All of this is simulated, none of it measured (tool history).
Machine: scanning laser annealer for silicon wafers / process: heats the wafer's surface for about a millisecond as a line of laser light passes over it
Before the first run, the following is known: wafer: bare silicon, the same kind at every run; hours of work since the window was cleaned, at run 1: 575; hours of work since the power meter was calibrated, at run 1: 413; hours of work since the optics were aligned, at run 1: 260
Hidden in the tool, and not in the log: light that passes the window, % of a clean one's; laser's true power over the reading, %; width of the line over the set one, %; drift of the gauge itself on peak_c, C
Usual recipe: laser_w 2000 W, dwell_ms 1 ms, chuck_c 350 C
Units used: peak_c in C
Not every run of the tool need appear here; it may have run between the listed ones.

run	hour	laser_w	dwell_ms	chuck_c	hours of work since the window was cleaned	hours of work since the power meter was calibrated	hours of work since the optics were aligned	peak_c
1	0	2000	1	350	575	413	260	1146
2	73.2	2000	1	350	625	463	310	1144
3	131.3	2186	1	350	664	502	349	1226
# hour 214.4: window over the wafer cleaned
4	220.4	2000	1	348	4	561	408	1176
5	262.6	2000	1	348	33	590	437	1173
6	335.9	1850	1	350	82	640	486	1105
7	418.5	1776	1	350	138	696	542	1064
8	471.4	1776	1	350	174	731	578	1065
# hour 483.2: optics aligned, line set to its width
9	516.1	1776	1	350	201	758	22	1060
10	553.1	1776	1	350	226	783	47	1060
11	641	1776	1	350	286	843	107	1055
12	708.7	1776	1	350	331	889	153	1052
# hour 761.5: optics aligned, line set to its width, once more
13	763	1776	1	350	365	922	1	1055
14	824.5	1899	1	348	406	964	43	1108
15	869.3	1976	1.18	361	437	994	73	1237
16	932.2	2000	0.96	350	479	1037	116	1133
17	980.7	2000	0.96	350	512	1070	148	1136
18	1035.2	2164	0.92	381	549	1107	185	1219
19	1099.8	2164	0.92	381	593	1150	229	1216
20	1143.4	2164	1.2	381	622	1180	259	1358
21	1205.4	2142	1	369	665	1222	301	1229
22	1255.8	2000	1.1	312	699	1256	335	1152
# hour 1283.8: window over the wafer cleaned
23	1305.6	2134	1.1	340	15	1288	367	1298
24	1386.3	2000	0.77	346	69	1343	422	1060

Some steps in peak_c, run to run, broken into two amounts with sign: the step expected even without the hidden condition (settings, incoming material, random variation), and the rest, left for the hidden condition together with whatever gauge scatter is not in both the measured and the hidden-condition-free result:
Run 3 -> 4: laser_w 2186 -> 2000, chuck_c 350 -> 348, window over the wafer cleaned. peak_c -50 C: hidden state +44, all else -94.
Run 22 -> 23: laser_w 2000 -> 2134, chuck_c 312 -> 340, window over the wafer cleaned. peak_c +146 C: hidden state +45, all else +101.
Run 23 -> 24: laser_w 2134 -> 2000, dwell_ms 1.1 -> 0.77, chuck_c 340 -> 346. peak_c -238 C: hidden state -2, all else -236.
